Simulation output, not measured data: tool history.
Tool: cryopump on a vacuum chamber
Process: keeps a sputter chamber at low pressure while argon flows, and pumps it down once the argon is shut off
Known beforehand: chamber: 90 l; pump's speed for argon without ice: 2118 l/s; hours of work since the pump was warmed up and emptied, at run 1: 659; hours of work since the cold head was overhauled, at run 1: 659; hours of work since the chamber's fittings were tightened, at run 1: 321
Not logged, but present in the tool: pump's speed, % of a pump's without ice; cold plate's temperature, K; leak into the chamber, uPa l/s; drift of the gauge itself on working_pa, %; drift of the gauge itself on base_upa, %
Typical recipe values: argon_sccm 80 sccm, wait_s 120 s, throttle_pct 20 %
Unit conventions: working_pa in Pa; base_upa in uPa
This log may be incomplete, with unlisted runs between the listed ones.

run,day,argon_sccm,wait_s,throttle_pct,hours of work since the pump was warmed up and emptied,hours of work since the cold head was overhauled,hours of work since the chamber's fittings were tightened,working_pa,base_upa
1,0.000,80,120,20,659,659,321,0.3323,0.59
2,0.892,80,120,20,673,673,335,0.3349,0.67
3,1.621,80,236,20,684,684,347,0.3310,0.53
4,2.488,80,120,20,698,698,360,0.3359,0.63
5,3.350,80,120,20,712,712,374,0.3329,0.64
6,4.138,80,120,47,725,725,387,0.1516,0.72
7,4.854,85,120,20,736,736,398,0.3569,0.68
8,5.638,93,120,20,749,749,411,0.3917,0.73
9,6.096,93,120,20,756,756,418,0.3909,0.71
10,6.933,93,120,20,770,770,432,0.3921,0.71
11,7.608,80,120,20,780,780,442,0.3351,0.70
12,8.588,80,120,20,796,796,458,0.3338,0.78
13,9.421,80,120,20,809,809,471,0.3393,0.75
14,10.117,80,120,20,820,820,483,0.3371,0.78
15,10.579,80,27,20,828,828,490,0.3379,1.74
16,11.467,80,101,30,842,842,504,0.2306,0.80
17,12.221,80,178,42,854,854,516,0.1693,0.69
18,12.812,39,178,41,864,864,526,0.0849,0.63
19,13.458,39,178,41,874,874,536,0.0856,0.68
20,13.929,39,178,41,882,882,544,0.0867,0.70
21,14.404,101,124,20,889,889,551,0.4291,0.80
22,15.267,80,130,20,903,903,565,0.3396,0.79
23,16.021,80,130,20,915,915,577,0.3402,0.80
24,16.879,71,120,33,929,929,591,0.1905,0.83
25,17.750,71,120,33,943,943,605,0.1914,0.83
26,18.675,86,32,32,958,958,620,0.2397,1.64
27,19.550,155,120,21,972,972,634,0.6348,0.85

Forecast each of these 4 alternatives for the next run:
A,19.992,123,120,36,979,979,641,?,?
B,19.992,80,176,59,979,979,641,?,?
C,19.992,54,23,15,979,979,641,?,?
D,19.992,155,151,21,979,979,641,?,?

run,working_pa,base_upa
A,0.3115,0.86
B,0.1308,0.77
C,0.3018,2.09
D,0.6312,0.79
Stripped of hidden state, with their random variation kept, the same runs would have yielded:
run,working_pa,base_upa
A,0.2762,0.42
B,0.1081,0.32
C,0.2865,1.65
D,0.5873,0.36
